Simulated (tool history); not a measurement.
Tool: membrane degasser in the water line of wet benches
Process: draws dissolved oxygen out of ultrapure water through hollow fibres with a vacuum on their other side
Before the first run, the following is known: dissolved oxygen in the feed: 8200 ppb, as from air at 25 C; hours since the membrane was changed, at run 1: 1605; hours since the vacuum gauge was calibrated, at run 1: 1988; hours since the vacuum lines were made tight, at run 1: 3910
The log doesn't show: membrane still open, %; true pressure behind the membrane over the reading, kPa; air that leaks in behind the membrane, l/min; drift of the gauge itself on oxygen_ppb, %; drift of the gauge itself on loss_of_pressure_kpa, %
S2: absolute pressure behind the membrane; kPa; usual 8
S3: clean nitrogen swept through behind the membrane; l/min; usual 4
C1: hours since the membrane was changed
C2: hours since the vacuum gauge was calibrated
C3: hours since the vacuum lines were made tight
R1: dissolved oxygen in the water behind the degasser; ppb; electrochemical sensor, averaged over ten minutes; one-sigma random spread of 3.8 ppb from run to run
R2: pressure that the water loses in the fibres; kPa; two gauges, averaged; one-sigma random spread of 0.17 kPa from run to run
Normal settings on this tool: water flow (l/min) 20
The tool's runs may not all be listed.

{"run": 1, "day": 0.0, "water flow (l/min)": 20, "S2": 8, "S3": 4, "C1": 1605, "C2": 1988, "C3": 3910, "R1": 386.2, "R2": 26.12}
{"run": 2, "day": 3.175, "water flow (l/min)": 20, "S2": 7.88, "S3": 4, "C1": 1681, "C2": 2064, "C3": 3986, "R1": 400.2, "R2": 26.12}
{"run": 3, "day": 6.962, "water flow (l/min)": 20, "S2": 8, "S3": 4, "C1": 1772, "C2": 2155, "C3": 4077, "R1": 388.2, "R2": 25.96}
{"run": 4, "day": 10.125, "water flow (l/min)": 20, "S2": 8, "S3": 4, "C1": 1848, "C2": 2231, "C3": 4153, "R1": 390.6, "R2": 25.94}
{"run": 5, "day": 15.146, "water flow (l/min)": 20, "S2": 8, "S3": 4, "C1": 1968, "C2": 2352, "C3": 4273, "R1": 393, "R2": 26.52}
{"run": 6, "day": 17.988, "water flow (l/min)": 20, "S2": 8, "S3": 4, "C1": 2036, "C2": 2420, "C3": 4341, "R1": 394.8, "R2": 26.29}
{"run": 7, "day": 21.771, "water flow (l/min)": 20, "S2": 8, "S3": 4, "C1": 2127, "C2": 2511, "C3": 4432, "R1": 394.8, "R2": 26.15}
{"run": 8, "day": 24.0, "water flow (l/min)": 20, "S2": 8, "S3": 4.23, "C1": 2181, "C2": 2564, "C3": 4486, "R1": 393.3, "R2": 26.16}
{"run": 9, "day": 26.425, "water flow (l/min)": 21, "S2": 8, "S3": 4, "C1": 2239, "C2": 2622, "C3": 4544, "R1": 422.1, "R2": 27.59}
{"run": 10, "day": 28.817, "water flow (l/min)": 20, "S2": 8, "S3": 4, "C1": 2296, "C2": 2680, "C3": 4601, "R1": 400.3, "R2": 26.23}
{"run": 11, "day": 33.1, "water flow (l/min)": 20, "S2": 8, "S3": 4, "C1": 2399, "C2": 2783, "C3": 4704, "R1": 399.9, "R2": 25.74}
{"run": 12, "day": 37.746, "water flow (l/min)": 20, "S2": 8, "S3": 4, "C1": 2511, "C2": 2894, "C3": 4816, "R1": 401.5, "R2": 26.17}
{"run": 13, "day": 41.162, "water flow (l/min)": 18, "S2": 7.23, "S3": 3.94, "C1": 2593, "C2": 2976, "C3": 4898, "R1": 339.1, "R2": 23.65}
{"day": 41.562, "done": "vacuum gauge calibrated"}
{"run": 14, "day": 46.679, "water flow (l/min)": 18, "S2": 7.23, "S3": 3.94, "C1": 2724, "C2": 123, "C3": 5029, "R1": 347.3, "R2": 23.73}
{"run": 15, "day": 50.575, "water flow (l/min)": 20, "S2": 17.47, "S3": 9.63, "C1": 2818, "C2": 216, "C3": 5123, "R1": 413.5, "R2": 26.45}
{"run": 16, "day": 53.812, "water flow (l/min)": 20, "S2": 17.47, "S3": 9.63, "C1": 2896, "C2": 294, "C3": 5201, "R1": 415.8, "R2": 26.27}
{"run": 17, "day": 56.088, "water flow (l/min)": 16, "S2": 8, "S3": 4, "C1": 2950, "C2": 349, "C3": 5255, "R1": 293.2, "R2": 21.27}
{"run": 18, "day": 60.983, "water flow (l/min)": 20, "S2": 8.29, "S3": 5.4, "C1": 3068, "C2": 466, "C3": 5373, "R1": 389.2, "R2": 26.1}
{"run": 19, "day": 64.508, "water flow (l/min)": 20, "S2": 7.44, "S3": 6.45, "C1": 3152, "C2": 551, "C3": 5457, "R1": 377.6, "R2": 26.28}
{"day": 69.788, "done": "vacuum gauge calibrated, once more"}
{"run": 20, "day": 69.788, "water flow (l/min)": 20, "S2": 7.44, "S3": 6.45, "C1": 3279, "C2": 0, "C3": 5584, "R1": 373.5, "R2": 26.34}
{"run": 21, "day": 75.304, "water flow (l/min)": 20, "S2": 7.44, "S3": 6.45, "C1": 3411, "C2": 132, "C3": 5716, "R1": 380, "R2": 26.44}

Each row is a separate what-if for the run after 21, all from the same tool condition, not one after another. Results?
{"run": "A", "day": 78.388, "water flow (l/min)": 14, "S2": 11.33, "S3": 2.78, "C1": 3485, "C2": 206, "C3": 5790, "R1": "?", "R2": "?"}
{"run": "B", "day": 78.388, "water flow (l/min)": 16, "S2": 6.99, "S3": 10.44, "C1": 3485, "C2": 206, "C3": 5790, "R1": "?", "R2": "?"}
{"run": "C", "day": 78.388, "water flow (l/min)": 16, "S2": 7.44, "S3": 6.45, "C1": 3485, "C2": 206, "C3": 5790, "R1": "?", "R2": "?"}
{"run": "D", "day": 78.388, "water flow (l/min)": 25, "S2": 7.11, "S3": 6.3, "C1": 3485, "C2": 206, "C3": 5790, "R1": "?", "R2": "?"}

run=A R1=293.6 R2=18.35
run=B R1=267.2 R2=20.95
run=C R1=272.7 R2=21.02
run=D R1=505.1 R2=33.26
Had the tool no hidden state, the same runs would have come out as:
run=A R1=278.6 R2=17.98
run=B R1=249.8 R2=20.53
run=C R1=255.6 R2=20.59
run=D R1=478.5 R2=32.6
